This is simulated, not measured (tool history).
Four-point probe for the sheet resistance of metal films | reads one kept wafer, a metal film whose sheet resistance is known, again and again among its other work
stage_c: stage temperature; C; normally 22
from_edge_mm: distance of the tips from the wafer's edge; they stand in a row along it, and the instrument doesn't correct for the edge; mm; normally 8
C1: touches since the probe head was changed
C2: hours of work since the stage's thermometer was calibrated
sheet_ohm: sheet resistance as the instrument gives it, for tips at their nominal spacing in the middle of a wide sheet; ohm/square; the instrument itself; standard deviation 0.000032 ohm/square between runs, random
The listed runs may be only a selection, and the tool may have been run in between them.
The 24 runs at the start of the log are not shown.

run 25 hour=2126.9 | stage_c=26 from_edge_mm=5 | C1=73917 C2=296 | sheet_ohm=0.160422
run 26 hour=2223.7 | stage_c=27 from_edge_mm=33 | C1=75220 C2=340 | sheet_ohm=0.1552
run 27 hour=2333.7 | stage_c=29 from_edge_mm=50 | C1=76700 C2=390 | sheet_ohm=0.154945
run 28 hour=2422.3 | stage_c=21 from_edge_mm=71 | C1=77892 C2=430 | sheet_ohm=0.155807
run 29 hour=2548 | stage_c=34 from_edge_mm=13 | C1=79585 C2=487 | sheet_ohm=0.155068
run 30 hour=2614.2 | stage_c=34 from_edge_mm=13 | C1=80475 C2=517 | sheet_ohm=0.155043
run 31 hour=2708.7 | stage_c=34 from_edge_mm=13 | C1=81747 C2=560 | sheet_ohm=0.155093
run 32 hour=2783.8 | stage_c=22 from_edge_mm=16 | C1=82758 C2=594 | sheet_ohm=0.156218
run 33 hour=2866.6 | stage_c=22 from_edge_mm=16 | C1=83873 C2=632 | sheet_ohm=0.156222

Forecast each of these 4 alternatives for the next run:
run A hour=2949.3 | stage_c=26 from_edge_mm=56 | C1=84986 C2=669 | sheet_ohm=?
run B hour=2949.3 | stage_c=22 from_edge_mm=8 | C1=84986 C2=669 | sheet_ohm=?
run C hour=2949.3 | stage_c=26 from_edge_mm=8 | C1=84986 C2=669 | sheet_ohm=?
run D hour=2949.3 | stage_c=22 from_edge_mm=5 | C1=84986 C2=669 | sheet_ohm=?

run=A sheet_ohm=0.155275
run=B sheet_ohm=0.157804
run=C sheet_ohm=0.157298
run=D sheet_ohm=0.160884
Had the tool no hidden state, the same runs would have come out as:
run=A sheet_ohm=0.155294
run=B sheet_ohm=0.157823
run=C sheet_ohm=0.157317
run=D sheet_ohm=0.160904

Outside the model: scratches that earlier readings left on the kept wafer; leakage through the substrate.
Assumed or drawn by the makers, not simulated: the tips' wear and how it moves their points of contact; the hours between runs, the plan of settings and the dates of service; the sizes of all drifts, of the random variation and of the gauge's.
